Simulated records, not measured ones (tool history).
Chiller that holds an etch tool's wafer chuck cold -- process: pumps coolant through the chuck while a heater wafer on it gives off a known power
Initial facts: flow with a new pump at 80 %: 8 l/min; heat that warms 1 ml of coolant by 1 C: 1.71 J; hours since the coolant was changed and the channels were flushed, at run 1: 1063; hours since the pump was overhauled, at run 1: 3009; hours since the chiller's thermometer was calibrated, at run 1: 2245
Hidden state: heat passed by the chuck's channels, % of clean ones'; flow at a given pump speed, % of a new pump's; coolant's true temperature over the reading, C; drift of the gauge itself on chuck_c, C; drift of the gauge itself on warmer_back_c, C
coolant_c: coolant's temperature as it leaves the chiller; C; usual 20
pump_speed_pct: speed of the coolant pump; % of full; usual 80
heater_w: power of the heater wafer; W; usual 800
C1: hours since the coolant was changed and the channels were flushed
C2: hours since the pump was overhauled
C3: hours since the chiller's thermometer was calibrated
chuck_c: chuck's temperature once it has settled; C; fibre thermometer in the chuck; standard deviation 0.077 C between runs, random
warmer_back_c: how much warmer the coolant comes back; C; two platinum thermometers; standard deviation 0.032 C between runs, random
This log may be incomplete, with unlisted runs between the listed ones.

{"run": 1, "hour": 0.0, "coolant_c": 20, "pump_speed_pct": 80, "heater_w": 800, "C1": 1063, "C2": 3009, "C3": 2245, "chuck_c": 29.07, "warmer_back_c": 3.79}
{"run": 2, "hour": 98.6, "coolant_c": 20, "pump_speed_pct": 80, "heater_w": 800, "C1": 1161, "C2": 3108, "C3": 2343, "chuck_c": 29.24, "warmer_back_c": 3.84}
{"run": 3, "hour": 152.9, "coolant_c": 20, "pump_speed_pct": 80, "heater_w": 800, "C1": 1216, "C2": 3162, "C3": 2397, "chuck_c": 29.31, "warmer_back_c": 3.74}
{"run": 4, "hour": 237.2, "coolant_c": 20, "pump_speed_pct": 80, "heater_w": 800, "C1": 1300, "C2": 3246, "C3": 2482, "chuck_c": 29.1, "warmer_back_c": 3.77}
{"run": 5, "hour": 347.0, "coolant_c": 20, "pump_speed_pct": 80, "heater_w": 800, "C1": 1410, "C2": 3356, "C3": 2592, "chuck_c": 29.3, "warmer_back_c": 3.86}
{"run": 6, "hour": 445.4, "coolant_c": 20, "pump_speed_pct": 79, "heater_w": 800, "C1": 1508, "C2": 3455, "C3": 2690, "chuck_c": 29.4, "warmer_back_c": 3.85}
{"run": 7, "hour": 526.0, "coolant_c": 24, "pump_speed_pct": 80, "heater_w": 800, "C1": 1589, "C2": 3535, "C3": 2771, "chuck_c": 33.04, "warmer_back_c": 3.78}
{"run": 8, "hour": 580.4, "coolant_c": 20, "pump_speed_pct": 80, "heater_w": 800, "C1": 1643, "C2": 3590, "C3": 2825, "chuck_c": 29.3, "warmer_back_c": 3.77}
{"run": 9, "hour": 651.9, "coolant_c": 20, "pump_speed_pct": 80, "heater_w": 800, "C1": 1715, "C2": 3661, "C3": 2896, "chuck_c": 29.27, "warmer_back_c": 3.82}
{"run": 10, "hour": 718.0, "coolant_c": 20, "pump_speed_pct": 80, "heater_w": 800, "C1": 1781, "C2": 3727, "C3": 2963, "chuck_c": 29.37, "warmer_back_c": 3.85}
{"run": 11, "hour": 828.3, "coolant_c": 20, "pump_speed_pct": 80, "heater_w": 800, "C1": 1891, "C2": 3837, "C3": 3073, "chuck_c": 29.28, "warmer_back_c": 3.87}
{"run": 12, "hour": 882.7, "coolant_c": 20, "pump_speed_pct": 80, "heater_w": 629, "C1": 1945, "C2": 3892, "C3": 3127, "chuck_c": 27.34, "warmer_back_c": 3.01}
{"run": 13, "hour": 994.3, "coolant_c": 20, "pump_speed_pct": 80, "heater_w": 800, "C1": 2057, "C2": 4003, "C3": 3239, "chuck_c": 29.52, "warmer_back_c": 3.93}
{"run": 14, "hour": 1099.1, "coolant_c": 20, "pump_speed_pct": 80, "heater_w": 800, "C1": 2162, "C2": 4108, "C3": 3344, "chuck_c": 29.23, "warmer_back_c": 3.85}
{"run": 15, "hour": 1171.1, "coolant_c": 20, "pump_speed_pct": 80, "heater_w": 800, "C1": 2234, "C2": 4180, "C3": 3416, "chuck_c": 29.46, "warmer_back_c": 3.95}
{"run": 16, "hour": 1244.8, "coolant_c": 20, "pump_speed_pct": 80, "heater_w": 800, "C1": 2308, "C2": 4254, "C3": 3489, "chuck_c": 29.35, "warmer_back_c": 3.9}
{"run": 17, "hour": 1342.6, "coolant_c": 14, "pump_speed_pct": 99, "heater_w": 505, "C1": 2405, "C2": 4352, "C3": 3587, "chuck_c": 18.7, "warmer_back_c": 1.98}
{"run": 18, "hour": 1390.4, "coolant_c": 20, "pump_speed_pct": 80, "heater_w": 1099, "C1": 2453, "C2": 4400, "C3": 3635, "chuck_c": 33.13, "warmer_back_c": 5.34}
{"run": 19, "hour": 1482.3, "coolant_c": 20, "pump_speed_pct": 80, "heater_w": 1099, "C1": 2545, "C2": 4491, "C3": 3727, "chuck_c": 33.18, "warmer_back_c": 5.37}
{"run": 20, "hour": 1531.8, "coolant_c": 21, "pump_speed_pct": 82, "heater_w": 1188, "C1": 2595, "C2": 4541, "C3": 3776, "chuck_c": 34.94, "warmer_back_c": 5.75}
{"run": 21, "hour": 1631.0, "coolant_c": 21, "pump_speed_pct": 66, "heater_w": 903, "C1": 2694, "C2": 4640, "C3": 3876, "chuck_c": 33.99, "warmer_back_c": 5.43}
{"run": 22, "hour": 1713.7, "coolant_c": 25, "pump_speed_pct": 63, "heater_w": 692, "C1": 2776, "C2": 4723, "C3": 3958, "chuck_c": 35.24, "warmer_back_c": 4.45}
{"run": 23, "hour": 1781.1, "coolant_c": 25, "pump_speed_pct": 63, "heater_w": 692, "C1": 2844, "C2": 4790, "C3": 4026, "chuck_c": 35.39, "warmer_back_c": 4.44}
{"run": 24, "hour": 1841.0, "coolant_c": 20, "pump_speed_pct": 76, "heater_w": 800, "C1": 2904, "C2": 4850, "C3": 4086, "chuck_c": 29.97, "warmer_back_c": 4.19}
{"run": 25, "hour": 1951.4, "coolant_c": 19, "pump_speed_pct": 100, "heater_w": 584, "C1": 3014, "C2": 4961, "C3": 4196, "chuck_c": 24.43, "warmer_back_c": 2.29}
{"run": 26, "hour": 2023.0, "coolant_c": 30, "pump_speed_pct": 68, "heater_w": 1099, "C1": 3086, "C2": 5032, "C3": 4268, "chuck_c": 45.5, "warmer_back_c": 6.5}
{"run": 27, "hour": 2085.8, "coolant_c": 20, "pump_speed_pct": 82, "heater_w": 606, "C1": 3149, "C2": 5095, "C3": 4330, "chuck_c": 26.99, "warmer_back_c": 2.97}
{"run": 28, "hour": 2151.3, "coolant_c": 20, "pump_speed_pct": 79, "heater_w": 616, "C1": 3214, "C2": 5160, "C3": 4396, "chuck_c": 27.28, "warmer_back_c": 3.09}
{"run": 29, "hour": 2219.2, "coolant_c": 14, "pump_speed_pct": 70, "heater_w": 616, "C1": 3282, "C2": 5228, "C3": 4464, "chuck_c": 22.33, "warmer_back_c": 3.57}
{"run": 30, "hour": 2285.6, "coolant_c": 20, "pump_speed_pct": 85, "heater_w": 800, "C1": 3348, "C2": 5295, "C3": 4530, "chuck_c": 29.15, "warmer_back_c": 3.75}
{"run": 31, "hour": 2392.9, "coolant_c": 24, "pump_speed_pct": 85, "heater_w": 729, "C1": 3456, "C2": 5402, "C3": 4638, "chuck_c": 32.2, "warmer_back_c": 3.4}
{"run": 32, "hour": 2471.0, "coolant_c": 20, "pump_speed_pct": 85, "heater_w": 918, "C1": 3534, "C2": 5480, "C3": 4716, "chuck_c": 30.55, "warmer_back_c": 4.33}

Some steps in chuck_c, run to run, broken into two amounts with sign: the step expected even without the hidden condition (settings, incoming material, random variation), and the rest, left for the hidden condition together with whatever gauge scatter is not in both the measured and the hidden-condition-free result:
Run 17 -> 18: coolant_c 14 -> 20, pump_speed_pct 99 -> 80, heater_w 505 -> 1099. chuck_c +14.43 C: hidden state +0.98, all else +13.45.
Run 25 -> 26: coolant_c 19 -> 30, pump_speed_pct 100 -> 68, heater_w 584 -> 1099. chuck_c +21.07 C: hidden state +1.34, all else +19.73.
Run 26 -> 27: coolant_c 30 -> 20, pump_speed_pct 68 -> 82, heater_w 1099 -> 606. chuck_c -18.51 C: hidden state -1.13, all else -17.38.

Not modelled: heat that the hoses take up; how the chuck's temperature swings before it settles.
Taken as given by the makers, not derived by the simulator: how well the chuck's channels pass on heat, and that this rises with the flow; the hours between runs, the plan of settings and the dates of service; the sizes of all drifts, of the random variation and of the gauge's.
